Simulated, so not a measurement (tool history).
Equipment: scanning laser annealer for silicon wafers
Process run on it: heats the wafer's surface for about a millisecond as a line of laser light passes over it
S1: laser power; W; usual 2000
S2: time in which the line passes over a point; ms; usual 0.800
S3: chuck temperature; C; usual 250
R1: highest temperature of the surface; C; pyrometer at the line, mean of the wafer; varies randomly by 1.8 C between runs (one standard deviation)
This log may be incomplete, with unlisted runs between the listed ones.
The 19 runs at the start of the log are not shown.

run	hour	S1	S2	S3	R1
20	1100.6	2000	0.800	239	969
21	1156.0	2000	0.800	239	965
22	1199.2	1888	0.842	239	944
23	1251.3	1804	0.682	274	881
24	1327.3	1804	0.682	257	867
25	1361.9	2000	0.735	250	943
26	1425.2	1941	0.670	250	896
27	1479.7	1941	0.670	250	891
28	1547.7	1894	0.960	258	1008
29	1619.4	1894	0.960	258	1006
30	1691.6	2095	0.880	238	1025
# hour 1703.4: window over the wafer cleaned
31	1756.3	2095	0.880	289	1099
32	1801.0	2000	0.890	250	1028

Expected results for the next run?
33	1858.1	1727	0.921	257	?

Run 33 gave R1 942 C.
Had the tool carried no hidden state, the very same run would have given R1 957 C.
